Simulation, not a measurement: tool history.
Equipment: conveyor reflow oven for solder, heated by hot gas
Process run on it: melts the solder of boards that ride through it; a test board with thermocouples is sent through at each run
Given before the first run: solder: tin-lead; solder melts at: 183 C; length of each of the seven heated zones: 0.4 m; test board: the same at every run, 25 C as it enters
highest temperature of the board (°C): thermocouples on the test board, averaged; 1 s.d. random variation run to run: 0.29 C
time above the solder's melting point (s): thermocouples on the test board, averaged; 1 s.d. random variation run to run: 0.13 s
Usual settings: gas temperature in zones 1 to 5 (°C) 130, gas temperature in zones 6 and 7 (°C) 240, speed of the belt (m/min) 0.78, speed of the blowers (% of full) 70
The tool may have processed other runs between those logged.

| run | day | gas temperature in zones 1 to 5 (°C) | gas temperature in zones 6 and 7 (°C) | speed of the belt (m/min) | speed of the blowers (% of full) | highest temperature of the board (°C) | time above the solder's melting point (s) |
|---|---|---|---|---|---|---|---|
| 1 | 0 | 130 | 240 | 0.78 | 70 | 218.8 | 44.7 |
| 2 | 0.392 | 130 | 230 | 0.78 | 70 | 210.1 | 39 |
| 3 | 0.967 | 127 | 240 | 0.78 | 70 | 217.4 | 43.8 |
| 4 | 1.217 | 127 | 240 | 0.78 | 70 | 218 | 43.4 |
| 5 | 1.779 | 127 | 240 | 0.78 | 70 | 217.6 | 43.6 |
| 6 | 2.079 | 115 | 240 | 0.78 | 70 | 215 | 39.1 |
| 7 | 2.562 | 115 | 240 | 0.78 | 70 | 215.1 | 39.2 |
| 8 | 3.154 | 115 | 240 | 0.78 | 70 | 215.2 | 38.9 |
|  | 3.504 | flux residue cleaned out of gas plates and filters |
| 9 | 3.854 | 140 | 240 | 0.78 | 70 | 222.9 | 50.3 |
| 10 | 4.412 | 130 | 240 | 0.78 | 69 | 221.3 | 46.5 |
| 11 | 4.662 | 130 | 240 | 0.78 | 85 | 224.1 | 48.8 |
| 12 | 5.079 | 122 | 240 | 0.78 | 70 | 219.4 | 44 |
| 13 | 5.521 | 124 | 240 | 0.78 | 70 | 220.8 | 44.4 |
| 14 | 6.083 | 124 | 240 | 0.78 | 70 | 219.7 | 44.8 |
| 15 | 6.408 | 130 | 240 | 0.78 | 70 | 221.7 | 46.6 |
| 16 | 6.762 | 120 | 240 | 0.654 | 70 | 225.2 | 56.5 |
| 17 | 7.133 | 122 | 240 | 0.828 | 55 | 212.5 | 36 |
| 18 | 7.383 | 122 | 240 | 0.909 | 54 | 207.8 | 28.8 |
|  | 7.583 | belt drive overhauled, speed set with a stopwatch |
| 19 | 7.892 | 130 | 254 | 0.78 | 70 | 233 | 53.1 |
| 20 | 8.471 | 133 | 250 | 0.78 | 70 | 230.2 | 51.9 |
|  | 9.025 | belt drive overhauled, speed set with a stopwatch, once more |
| 21 | 9.112 | 143 | 240 | 0.78 | 86 | 225.6 | 52.7 |
| 22 | 9.717 | 124 | 253 | 0.89 | 53 | 219 | 37.1 |
| 23 | 10.25 | 124 | 253 | 0.89 | 53 | 218.5 | 36.9 |
| 24 | 10.662 | 124 | 253 | 0.89 | 53 | 219.1 | 36.9 |
| 25 | 10.925 | 125 | 253 | 0.89 | 63 | 223.2 | 39.8 |
| 26 | 11.496 | 116 | 240 | 0.731 | 60 | 217.3 | 43.7 |
| 27 | 12.046 | 120 | 235 | 0.679 | 70 | 219.2 | 49.9 |
| 28 | 12.588 | 116 | 243 | 0.728 | 70 | 223.1 | 47.8 |
| 29 | 13.062 | 116 | 243 | 0.728 | 70 | 223.1 | 47.6 |

Hidden state or all else? Some run-to-run changes of highest temperature of the board (°C), split into what the settings, what came in and random variation would give without the hidden state, and what is left for the hidden state (with any gauge scatter that isn't in both results):
Hidden conditions of the tool in this case: heat that the gas passes to the board, % of a clean oven's; belt's true speed, % of the reading; true gas temperature in zones 6 and 7 over the reading, C; drift of the gauge itself on peak_c, C; drift of the gauge itself on liquid_s, %.
Run 2 -> 3: gas temperature in zones 1 to 5 (°C) 130 -> 127, gas temperature in zones 6 and 7 (°C) 230 -> 240. highest temperature of the board (°C) +7.3: hidden state -0.4, all else +7.7.
Run 8 -> 9: gas temperature in zones 1 to 5 (°C) 115 -> 140, flux residue cleaned out of gas plates and filters. highest temperature of the board (°C) +7.7: hidden state +3.7, all else +4.
Run 16 -> 17: gas temperature in zones 1 to 5 (°C) 120 -> 122, speed of the belt (m/min) 0.654 -> 0.828, speed of the blowers (% of full) 70 -> 55. highest temperature of the board (°C) -12.7: hidden state +0.1, all else -12.8.
Run 18 -> 19: gas temperature in zones 1 to 5 (°C) 122 -> 130, gas temperature in zones 6 and 7 (°C) 240 -> 254, speed of the belt (m/min) 0.909 -> 0.78, speed of the blowers (% of full) 54 -> 70, belt drive overhauled, speed set with a stopwatch. highest temperature of the board (°C) +25.2: hidden state -0.2, all else +25.4.
